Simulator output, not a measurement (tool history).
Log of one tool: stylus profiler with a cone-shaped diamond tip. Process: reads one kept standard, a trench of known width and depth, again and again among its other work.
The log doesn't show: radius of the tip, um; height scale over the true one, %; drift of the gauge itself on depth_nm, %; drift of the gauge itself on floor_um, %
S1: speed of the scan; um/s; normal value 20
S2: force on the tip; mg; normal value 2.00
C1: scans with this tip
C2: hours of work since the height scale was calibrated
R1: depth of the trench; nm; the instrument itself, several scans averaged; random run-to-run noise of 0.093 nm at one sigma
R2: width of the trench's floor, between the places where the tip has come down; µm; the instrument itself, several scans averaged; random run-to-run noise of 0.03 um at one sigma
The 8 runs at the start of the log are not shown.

run   hour  S1    S2    C1    C2      R1     R2
  9  261.8   8  3.68  3897   760  101.83  17.88
 10  296.5   8  3.68  4024   785  101.81  17.87
 11  337.2   8  3.68  4174   815  102.01  17.85
 12  355.9   8  3.68  4242   828  101.92  17.82
 13  376.3   8  3.68  4317   843  102.04  17.84
 14  411.4  20  2.00  4446   868  101.46  17.77
 15  454.4  15  2.00  4604   899  101.33  17.82
 16  479.1  17  2.00  4695   916  101.45  17.84
 17  521.7  28  2.00  4851   947  101.44  17.74
 18  543.1  28  2.00  4930   962  101.49  17.74
 19  576.4   6  3.26  5052   986  102.12  17.84
 20  612.6  60  3.32  5185  1012  101.98  17.68
 21  653.0  31  2.23  5334  1041  101.71  17.73
 22  689.8  31  2.23  5469  1067  101.68  17.71
 23  723.3  31  2.23  5592  1091  101.61  17.74
 24  764.3  31  2.23  5742  1121  101.83  17.73

Predict the results of run 25:
 25  791.2  63  1.25  5841  1140   ?   ?

{"run 25": {"R1": 101.42, "R2": 17.55}}
Were there no unlogged condition in the tool, this run, its random variation unchanged, would have produced R1 100.83 nm, R2 17.74 µm.
